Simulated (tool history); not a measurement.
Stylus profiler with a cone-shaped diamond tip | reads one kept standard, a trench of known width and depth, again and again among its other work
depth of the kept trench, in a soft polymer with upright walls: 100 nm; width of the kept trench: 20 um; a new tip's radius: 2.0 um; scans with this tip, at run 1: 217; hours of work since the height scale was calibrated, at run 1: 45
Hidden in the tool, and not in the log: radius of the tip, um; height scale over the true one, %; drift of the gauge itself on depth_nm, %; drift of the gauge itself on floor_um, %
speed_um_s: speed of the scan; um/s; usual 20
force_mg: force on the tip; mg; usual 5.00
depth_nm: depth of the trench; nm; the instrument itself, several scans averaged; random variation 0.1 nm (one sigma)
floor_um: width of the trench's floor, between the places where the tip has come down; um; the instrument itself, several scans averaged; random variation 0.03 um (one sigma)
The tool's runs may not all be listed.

run	day	speed_um_s	force_mg	scans with this tip	hours of work since the height scale was calibrated	depth_nm	floor_um
1	0.000	20	5.00	217	45	102.88	18.70
2	0.354	20	5.00	242	50	102.75	18.73
3	0.758	20	5.00	270	56	102.75	18.71
4	1.425	20	5.00	316	65	102.71	18.71
5	2.104	20	2.68	364	75	101.75	18.71
6	2.662	20	2.68	403	83	101.85	18.62
7	3.017	20	2.68	428	88	101.79	18.59
8	3.508	20	2.68	462	96	101.90	18.63
9	4.058	20	2.68	501	103	101.87	18.68
10	4.342	20	2.68	520	108	101.75	18.67
11	4.742	20	5.00	548	113	102.70	18.66
12	5.212	69	5.00	581	120	102.74	18.54
13	5.646	20	2.23	611	126	101.65	18.60
14	6.108	20	2.23	644	133	101.62	18.65
15	6.517	20	5.00	672	139	102.74	18.69
16	7.196	20	5.00	720	149	102.77	18.64
17	7.692	20	5.00	754	156	102.66	18.65
18	8.071	33	5.00	781	161	102.68	18.57
19	8.717	20	5.00	826	171	102.71	18.61
20	9.038	20	5.00	849	175	102.60	18.66
21	9.633	20	5.00	890	184	102.63	18.64
22	10.188	20	5.00	929	192	102.80	18.60
# day 10.258: height scale calibrated on a step standard
23	10.608	20	5.00	957	5	102.68	18.61
24	11.138	35	3.68	994	13	102.24	18.55
25	11.700	53	12.49	1033	21	105.07	18.61
26	12.321	19	4.52	1076	30	102.41	18.61
27	12.612	19	4.52	1097	34	102.45	18.57
28	12.908	6	8.53	1117	38	103.93	18.62
29	13.492	6	8.53	1158	47	103.58	18.59
30	13.950	17	8.62	1190	53	103.89	18.60
# day 14.246: height scale calibrated on a step standard, once more
31	14.529	20	14.47	1229	4	105.53	18.56
32	15.162	11	3.59	1274	13	102.12	18.57
33	15.538	11	3.59	1300	19	102.06	18.60
34	15.958	6	5.00	1329	25	102.73	18.56
35	16.592	38	7.47	1373	34	103.59	18.54
36	16.871	6	2.02	1393	38	101.39	18.60
37	17.475	17	2.02	1435	47	101.51	18.49
38	18.058	17	2.02	1476	55	101.36	18.61
39	18.612	5	5.82	1514	63	103.22	18.57
40	19.271	20	7.88	1561	73	103.65	18.55
41	19.783	17	8.34	1597	80	103.85	18.58
42	20.379	17	5.57	1638	89	102.83	18.54
43	20.912	31	2.48	1675	96	101.74	18.55
44	21.212	6	3.99	1696	101	102.32	18.59
45	21.846	41	14.43	1741	110	105.40	18.51
46	22.371	41	14.43	1777	117	105.43	18.58

How the hidden state differs across the entries between the runs, from the last listed run before each to the first after it:
Between runs 22 and 23: height scale calibrated on a step standard (day 10.258)
  radius of the tip, um: 2.28 -> 2.29; height scale over the true one, %: -0.073 -> -0.121
  measured less the result without the state, depth_nm: -0.07 -> -0.12 nm; floor_um: -0.09 -> -0.09 um
Between runs 30 and 31: height scale calibrated on a step standard, once more (day 14.246)
  radius of the tip, um: 2.38 -> 2.39; height scale over the true one, %: -0.142 -> 0
  measured less the result without the state, depth_nm: -0.14 -> +0.00 nm; floor_um: -0.11 -> -0.11 um

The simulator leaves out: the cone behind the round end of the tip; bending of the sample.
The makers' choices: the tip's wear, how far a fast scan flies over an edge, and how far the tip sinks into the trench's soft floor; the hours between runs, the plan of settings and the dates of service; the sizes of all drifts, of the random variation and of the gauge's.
